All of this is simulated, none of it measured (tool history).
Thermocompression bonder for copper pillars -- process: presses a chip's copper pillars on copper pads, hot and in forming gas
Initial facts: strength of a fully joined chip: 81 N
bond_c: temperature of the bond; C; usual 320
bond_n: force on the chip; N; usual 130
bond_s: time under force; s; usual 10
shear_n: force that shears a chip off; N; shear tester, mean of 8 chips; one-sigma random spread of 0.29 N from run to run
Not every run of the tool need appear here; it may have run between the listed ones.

run   hour  bond_c  bond_n  bond_s  shear_n
  1      0     320     130      10     44.9
  2   27.2     320     130      10       44
  3   47.9     320     130      10     44.4
      53.9  -- forming gas filter changed
  4   80.2     320     130      10     47.1
  5  109.1     322     130      10     47.6
  6  149.9     322     130      10     46.6
  7  171.7     322     130      10     46.2
  8    207     322     130      10     46.2
  9  249.3     335     130      10     50.2
 10  266.9     335     130       8     47.4
 11  289.6     335     130       8     46.3
 12  330.1     335     130       8     46.3
     346.1  -- forming gas filter changed
 13  357.8     335     130       8     49.4
 14  395.4     335     130       8     48.6
 15  417.9     335     130       8     48.5
 16  435.5     335     130       8     48.5
 17  471.2     320     131      10     45.4
 18  505.7     320     130      10     44.8
 19  547.1     320     130      28     58.5
 20  590.6     320     130      10     43.8
 21  621.6     320     130      10     43.9
     638.8  -- forming gas filter changed
 22  640.8     322     130       9     46.4
 23  661.6     338      97       9     41.5
 24  691.7     338     138       6     48.7
     695.2  -- force cell calibrated
     719.9  -- heater calibrated with a thermocouple chip
 25  727.2     320     130       5     36.3

The next listed run, before its measurement:
 26  765.2     320      80      10        ?

shear_n: 29.1 N
With no hidden state in the tool, this same run would have given shear_n 30 N.

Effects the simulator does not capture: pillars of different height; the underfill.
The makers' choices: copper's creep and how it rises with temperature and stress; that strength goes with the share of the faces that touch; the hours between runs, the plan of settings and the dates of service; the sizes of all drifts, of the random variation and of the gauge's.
